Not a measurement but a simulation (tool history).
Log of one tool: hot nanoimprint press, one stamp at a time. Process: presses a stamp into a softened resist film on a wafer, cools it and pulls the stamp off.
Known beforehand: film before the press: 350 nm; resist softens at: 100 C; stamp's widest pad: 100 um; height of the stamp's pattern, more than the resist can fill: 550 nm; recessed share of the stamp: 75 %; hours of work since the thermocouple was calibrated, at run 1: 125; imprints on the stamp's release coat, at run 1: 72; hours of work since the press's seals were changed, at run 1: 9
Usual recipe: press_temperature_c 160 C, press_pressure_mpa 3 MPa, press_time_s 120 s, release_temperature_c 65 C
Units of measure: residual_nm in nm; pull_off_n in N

| run | hour | press_temperature_c | press_pressure_mpa | press_time_s | release_temperature_c | hours of work since the thermocouple was calibrated | imprints on the stamp's release coat | hours of work since the press's seals were changed | residual_nm | pull_off_n |
|---|---|---|---|---|---|---|---|---|---|---|
| 1 | 0 | 160 | 3 | 120 | 65 | 125 | 72 | 9 | 203.3 | 213 |
| 2 | 10.7 | 156 | 3 | 120 | 65 | 129 | 105 | 14 | 235.2 | 209 |
| 3 | 24 | 160 | 3.75 | 120 | 65 | 135 | 147 | 19 | 181.5 | 209 |
| 4 | 34 | 160 | 3.75 | 215 | 65 | 139 | 178 | 23 | 149.5 | 215 |
| 5 | 44.4 | 160 | 3 | 120 | 52 | 143 | 211 | 28 | 202.7 | 264 |
| 6 | 58.6 | 160 | 3 | 120 | 65 | 149 | 256 | 34 | 201.8 | 217 |
| 7 | 70.4 | 160 | 3 | 120 | 65 | 154 | 293 | 38 | 201.9 | 220 |
| 8 | 81.6 | 160 | 3 | 120 | 65 | 159 | 328 | 43 | 202.9 | 225 |
| 9 | 94 | 160 | 3.06 | 120 | 65 | 164 | 367 | 48 | 201.8 | 221 |
| 10 | 103.1 | 160 | 3.06 | 120 | 65 | 167 | 396 | 52 | 199.7 | 222 |
| 11 | 116.1 | 160 | 3 | 120 | 54 | 173 | 436 | 57 | 202.5 | 269 |
| 12 | 126 | 167 | 3 | 120 | 65 | 177 | 467 | 61 | 154.2 | 227 |
| 13 | 136.7 | 160 | 3 | 83 | 65 | 181 | 501 | 66 | 223.7 | 229 |
| 14 | 149 | 169 | 3 | 120 | 65 | 186 | 540 | 71 | 141.7 | 225 |

For run 15, what comes out?
| 15 | 156.4 | 160 | 3 | 106 | 65 | 189 | 563 | 74 | ? | ? |

residual_nm: 208.8 nm
pull_off_n: 232 N
Without the tool's hidden state the same run would have given residual_nm 213.6 nm, pull_off_n 201 N.
